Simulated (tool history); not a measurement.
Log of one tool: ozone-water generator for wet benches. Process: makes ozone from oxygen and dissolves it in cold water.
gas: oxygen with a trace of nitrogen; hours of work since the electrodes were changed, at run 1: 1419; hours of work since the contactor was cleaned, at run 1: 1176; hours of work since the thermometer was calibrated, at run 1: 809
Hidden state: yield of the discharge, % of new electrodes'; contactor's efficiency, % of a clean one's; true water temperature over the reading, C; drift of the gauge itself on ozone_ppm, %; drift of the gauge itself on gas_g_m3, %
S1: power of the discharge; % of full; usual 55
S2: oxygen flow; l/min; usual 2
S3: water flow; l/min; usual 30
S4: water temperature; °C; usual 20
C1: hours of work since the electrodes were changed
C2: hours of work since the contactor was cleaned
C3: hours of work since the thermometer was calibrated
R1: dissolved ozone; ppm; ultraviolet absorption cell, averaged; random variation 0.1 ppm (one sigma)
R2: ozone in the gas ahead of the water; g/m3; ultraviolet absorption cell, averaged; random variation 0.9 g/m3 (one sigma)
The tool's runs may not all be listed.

run 1 hour=0 | S1=55 S2=2 S3=30 S4=20 | C1=1419 C2=1176 C3=809 | R1=5.1 R2=141.8
run 2 hour=117.6 | S1=55 S2=2 S3=30 S4=20 | C1=1500 C2=1257 C3=890 | R1=5 R2=143
run 3 hour=226.7 | S1=55 S2=2 S3=30 S4=20 | C1=1575 C2=1332 C3=965 | R1=5 R2=141.1
run 4 hour=347.8 | S1=55 S2=2 S3=30 S4=20 | C1=1659 C2=1416 C3=1049 | R1=4.9 R2=142.6
run 5 hour=401.6 | S1=55 S2=2 S3=30 S4=20 | C1=1696 C2=1453 C3=1086 | R1=5 R2=141.6
run 6 hour=512.8 | S1=55 S2=2 S3=30 S4=20 | C1=1772 C2=1530 C3=1163 | R1=4.9 R2=143.3
run 7 hour=567.9 | S1=55 S2=2 S3=30 S4=20 | C1=1810 C2=1567 C3=1201 | R1=4.9 R2=141.5
run 8 hour=643 | S1=55 S2=2.97 S3=30 S4=20 | C1=1862 C2=1619 C3=1252 | R1=5.3 R2=112.6
run 9 hour=707.5 | S1=55 S2=2.97 S3=30 S4=20 | C1=1906 C2=1664 C3=1297 | R1=5.3 R2=111.8
run 10 hour=775.4 | S1=55 S2=2 S3=30 S4=20 | C1=1953 C2=1711 C3=1344 | R1=4.8 R2=137.7
run 11 hour=908.2 | S1=55 S2=2 S3=30 S4=20 | C1=2045 C2=1802 C3=1435 | R1=4.9 R2=139.3
run 12 hour=1008.3 | S1=55 S2=2 S3=30 S4=20 | C1=2114 C2=1871 C3=1504 | R1=4.7 R2=141.6
run 13 hour=1110.2 | S1=55 S2=2 S3=30 S4=20 | C1=2184 C2=1941 C3=1574 | R1=5 R2=140.3
run 14 hour=1182.2 | S1=55 S2=2 S3=30 S4=20 | C1=2234 C2=1991 C3=1624 | R1=4.8 R2=138.8
run 15 hour=1256 | S1=55 S2=2 S3=30 S4=20 | C1=2285 C2=2042 C3=1675 | R1=4.8 R2=138.2
run 16 hour=1341.2 | S1=55 S2=2 S3=30 S4=20 | C1=2343 C2=2101 C3=1734 | R1=4.9 R2=137.3
run 17 hour=1449.3 | S1=55 S2=2 S3=30 S4=20 | C1=2418 C2=2175 C3=1808 | R1=5 R2=137.8
run 18 hour=1550.2 | S1=55 S2=2 S3=30 S4=20 | C1=2487 C2=2245 C3=1878 | R1=4.7 R2=137.4
run 19 hour=1642.1 | S1=66 S2=3.07 S3=19 S4=12 | C1=2551 C2=2308 C3=1941 | R1=10.1 R2=120.5
run 20 hour=1775.7 | S1=66 S2=3.07 S3=19 S4=12 | C1=2643 C2=2400 C3=2033 | R1=10.1 R2=120.1
run 21 hour=1883.4 | S1=66 S2=3.07 S3=19 S4=12 | C1=2717 C2=2474 C3=2107 | R1=9.9 R2=118.7
run 22 hour=2013.3 | S1=55 S2=2 S3=30 S4=13 | C1=2807 C2=2564 C3=2197 | R1=5 R2=136.3
run 23 hour=2088.3 | S1=55 S2=3.16 S3=30 S4=25 | C1=2858 C2=2616 C3=2249 | R1=4.8 R2=104.4
run 24 hour=2178.3 | S1=55 S2=3.16 S3=30 S4=25 | C1=2920 C2=2678 C3=2311 | R1=5 R2=105.7
run 25 hour=2286.8 | S1=55 S2=3.16 S3=30 S4=25 | C1=2995 C2=2752 C3=2385 | R1=4.9 R2=103.4
run 26 hour=2407.4 | S1=55 S2=3.16 S3=30 S4=25 | C1=3078 C2=2836 C3=2469 | R1=5 R2=104.5
run 27 hour=2520.2 | S1=55 S2=3.16 S3=30 S4=25 | C1=3156 C2=2913 C3=2546 | R1=5 R2=104.5
run 28 hour=2610.8 | S1=55 S2=3.16 S3=30 S4=25 | C1=3218 C2=2976 C3=2609 | R1=5.1 R2=103.7
run 29 hour=2703.4 | S1=55 S2=1.15 S3=19 S4=25 | C1=3282 C2=3040 C3=2673 | R1=6.5 R2=184.2
run 30 hour=2777.9 | S1=91 S2=1.96 S3=34 S4=20 | C1=3334 C2=3091 C3=2724 | R1=5.4 R2=182.5
-- hour=2792.9 contactor cleaned
run 31 hour=2912.2 | S1=93 S2=1.23 S3=23 S4=16 | C1=3423 C2=82 C3=2814 | R1=8 R2=242.1
run 32 hour=3010 | S1=67 S2=2.51 S3=30 S4=20 | C1=3491 C2=150 C3=2881 | R1=5.5 R2=132.6
run 33 hour=3090.8 | S1=55 S2=2.49 S3=23 S4=20 | C1=3547 C2=205 C3=2937 | R1=6.7 R2=116.8
run 34 hour=3154.8 | S1=44 S2=1.76 S3=30 S4=13 | C1=3591 C2=250 C3=2981 | R1=4 R2=125.6

Hidden state or all else? Some run-to-run changes of R1, split into what the settings, what came in and random variation would give without the hidden state, and what is left for the hidden state (with any gauge scatter that isn't in both results):
Run 18 -> 19: S1 55 -> 66, S2 2 -> 3.07, S3 30 -> 19, S4 20 -> 12. R1 +5.4 ppm: hidden state -0.7, all else +6.1.
Run 21 -> 22: S1 66 -> 55, S2 3.07 -> 2, S3 19 -> 30, S4 12 -> 13. R1 -4.9 ppm: hidden state +0.6, all else -5.5.
Run 31 -> 32: S1 93 -> 67, S2 1.23 -> 2.51, S3 23 -> 30, S4 16 -> 20. R1 -2.5 ppm: hidden state +0.5, all else -3.
Run 33 -> 34: S1 55 -> 44, S2 2.49 -> 1.76, S3 23 -> 30, S4 20 -> 13. R1 -2.7 ppm: hidden state +0.5, all else -3.2.
